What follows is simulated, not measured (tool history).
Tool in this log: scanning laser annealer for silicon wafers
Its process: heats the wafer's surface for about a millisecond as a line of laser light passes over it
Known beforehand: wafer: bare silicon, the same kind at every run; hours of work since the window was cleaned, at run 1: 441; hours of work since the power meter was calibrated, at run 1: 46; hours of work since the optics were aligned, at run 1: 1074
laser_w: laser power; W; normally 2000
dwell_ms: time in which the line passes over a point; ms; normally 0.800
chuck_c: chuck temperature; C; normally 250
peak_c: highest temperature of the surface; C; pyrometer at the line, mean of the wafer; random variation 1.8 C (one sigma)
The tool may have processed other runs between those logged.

| run | hour | laser_w | dwell_ms | chuck_c | hours of work since the window was cleaned | hours of work since the power meter was calibrated | hours of work since the optics were aligned | peak_c |
|---|---|---|---|---|---|---|---|---|
| 1 | 0.0 | 2000 | 0.800 | 250 | 441 | 46 | 1074 | 1051 |
| 2 | 9.8 | 2000 | 0.800 | 250 | 448 | 53 | 1081 | 1048 |
| 3 | 24.2 | 2000 | 0.800 | 250 | 458 | 63 | 1091 | 1048 |
| 4 | 37.2 | 2000 | 0.800 | 250 | 467 | 73 | 1100 | 1046 |
| 5 | 50.1 | 2000 | 0.626 | 250 | 477 | 82 | 1110 | 969 |
| 6 | 61.1 | 2000 | 0.622 | 250 | 484 | 90 | 1117 | 963 |
| 7 | 76.3 | 2000 | 0.622 | 250 | 495 | 101 | 1128 | 962 |
| 8 | 85.6 | 2000 | 0.800 | 250 | 502 | 107 | 1135 | 1048 |
| 9 | 97.8 | 2000 | 0.812 | 250 | 511 | 116 | 1144 | 1051 |
| 10 | 110.5 | 2000 | 0.812 | 250 | 520 | 125 | 1153 | 1053 |
| 11 | 123.8 | 2000 | 0.812 | 250 | 529 | 135 | 1162 | 1053 |
| 12 | 134.4 | 2000 | 0.812 | 250 | 537 | 142 | 1170 | 1047 |
| 13 | 146.3 | 2000 | 0.604 | 250 | 545 | 151 | 1178 | 952 |
| 14 | 160.5 | 2000 | 0.604 | 250 | 555 | 161 | 1188 | 952 |
| 15 | 170.9 | 2000 | 0.604 | 250 | 563 | 168 | 1196 | 953 |
| 16 | 182.8 | 2000 | 0.604 | 250 | 571 | 177 | 1204 | 956 |
| 17 | 196.8 | 2046 | 0.717 | 250 | 581 | 187 | 1214 | 1026 |
| 18 | 209.0 | 2046 | 0.717 | 250 | 590 | 195 | 1223 | 1028 |
| 19 | 219.9 | 2179 | 0.853 | 251 | 598 | 203 | 1231 | 1152 |
| 20 | 234.1 | 1725 | 0.568 | 226 | 608 | 213 | 1241 | 804 |
| 21 | 248.6 | 2000 | 0.653 | 246 | 618 | 224 | 1251 | 972 |
| 22 | 263.3 | 1757 | 0.598 | 260 | 629 | 234 | 1262 | 863 |
| 23 | 276.9 | 1757 | 0.598 | 260 | 638 | 244 | 1271 | 864 |
| 24 | 287.7 | 1801 | 0.807 | 224 | 646 | 252 | 1279 | 931 |
| 25 | 298.8 | 1801 | 0.831 | 224 | 654 | 259 | 1287 | 941 |
| 26 | 305.0 | 1801 | 0.831 | 224 | 658 | 264 | 1291 | 941 |
| 27 | 319.5 | 2106 | 0.616 | 272 | 669 | 274 | 1302 | 1020 |
| 28 | 331.7 | 2106 | 0.616 | 272 | 678 | 283 | 1311 | 1020 |
| 29 | 339.2 | 1929 | 0.600 | 272 | 683 | 288 | 1316 | 941 |
| 30 | 345.9 | 1929 | 0.600 | 272 | 688 | 293 | 1321 | 941 |
| 31 | 359.2 | 1933 | 0.600 | 226 | 697 | 303 | 1330 | 898 |

4 ways to go on from here, each from the tool as it stands after run 31. What would each give?
| A | 373.7 | 1868 | 0.721 | 241 | 707 | 313 | 1340 | ? |
| B | 373.7 | 1933 | 0.600 | 244 | 707 | 313 | 1340 | ? |
| C | 373.7 | 2000 | 0.583 | 250 | 707 | 313 | 1340 | ? |
| D | 373.7 | 1808 | 0.999 | 266 | 707 | 313 | 1340 | ? |

| run | peak_c |
|---|---|
| A | 941 |
| B | 914 |
| C | 939 |
| D | 1043 |
Take away the tool's hidden state, keep each run's random variation, and the runs would have read:
| run | peak_c |
|---|---|
| A | 969 |
| B | 941 |
| C | 966 |
| D | 1073 |
